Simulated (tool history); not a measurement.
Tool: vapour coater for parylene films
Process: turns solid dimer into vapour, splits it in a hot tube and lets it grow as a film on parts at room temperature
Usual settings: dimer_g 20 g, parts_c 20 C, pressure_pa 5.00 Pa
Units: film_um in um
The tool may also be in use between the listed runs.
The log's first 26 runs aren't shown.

{"hour": 803.0, "done": "trap's valve overhauled"}
{"run": 27, "hour": 805.7, "dimer_g": 12, "parts_c": 14, "pressure_pa": 5.98, "film_um": 3.43}
{"run": 28, "hour": 824.5, "dimer_g": 9, "parts_c": 21, "pressure_pa": 10.41, "film_um": 1.85}
{"run": 29, "hour": 860.2, "dimer_g": 9, "parts_c": 21, "pressure_pa": 10.41, "film_um": 1.81}
{"run": 30, "hour": 899.8, "dimer_g": 20, "parts_c": 14, "pressure_pa": 11.45, "film_um": 4.98}
{"run": 31, "hour": 921.6, "dimer_g": 28, "parts_c": 26, "pressure_pa": 9.58, "film_um": 4.83}
{"run": 32, "hour": 958.7, "dimer_g": 28, "parts_c": 26, "pressure_pa": 9.58, "film_um": 4.75}
{"run": 33, "hour": 1001.7, "dimer_g": 17, "parts_c": 20, "pressure_pa": 10.09, "film_um": 3.45}
{"run": 34, "hour": 1031.9, "dimer_g": 17, "parts_c": 20, "pressure_pa": 2.52, "film_um": 4.4}
{"run": 35, "hour": 1050.4, "dimer_g": 9, "parts_c": 17, "pressure_pa": 2.52, "film_um": 2.57}
{"run": 36, "hour": 1072.5, "dimer_g": 26, "parts_c": 20, "pressure_pa": 5.0, "film_um": 5.88}
{"hour": 1086.1, "done": "table's thermometer calibrated"}
{"run": 37, "hour": 1108.0, "dimer_g": 23, "parts_c": 27, "pressure_pa": 5.49, "film_um": 4.14}
{"run": 38, "hour": 1126.8, "dimer_g": 30, "parts_c": 17, "pressure_pa": 4.55, "film_um": 7.74}
{"run": 39, "hour": 1151.1, "dimer_g": 8, "parts_c": 28, "pressure_pa": 5.0, "film_um": 1.42}
{"run": 40, "hour": 1176.1, "dimer_g": 8, "parts_c": 28, "pressure_pa": 5.0, "film_um": 1.41}
{"run": 41, "hour": 1218.8, "dimer_g": 20, "parts_c": 20, "pressure_pa": 3.7, "film_um": 4.81}
{"run": 42, "hour": 1254.2, "dimer_g": 20, "parts_c": 20, "pressure_pa": 3.7, "film_um": 4.77}
{"run": 43, "hour": 1290.0, "dimer_g": 10, "parts_c": 20, "pressure_pa": 3.68, "film_um": 2.36}

Forecast each of these 4 alternatives for the next run:
{"run": "A", "hour": 1319.5, "dimer_g": 15, "parts_c": 27, "pressure_pa": 6.59, "film_um": "?"}
{"run": "B", "hour": 1319.5, "dimer_g": 31, "parts_c": 16, "pressure_pa": 5.0, "film_um": "?"}
{"run": "C", "hour": 1319.5, "dimer_g": 20, "parts_c": 18, "pressure_pa": 5.0, "film_um": "?"}
{"run": "D", "hour": 1319.5, "dimer_g": 25, "parts_c": 20, "pressure_pa": 2.93, "film_um": "?"}

run=A film_um=2.54
run=B film_um=7.87
run=C film_um=4.74
run=D film_um=6.10
Without the tool's hidden state the same runs would have given:
run=A film_um=2.86
run=B film_um=8.87
run=C film_um=5.35
run=D film_um=6.88
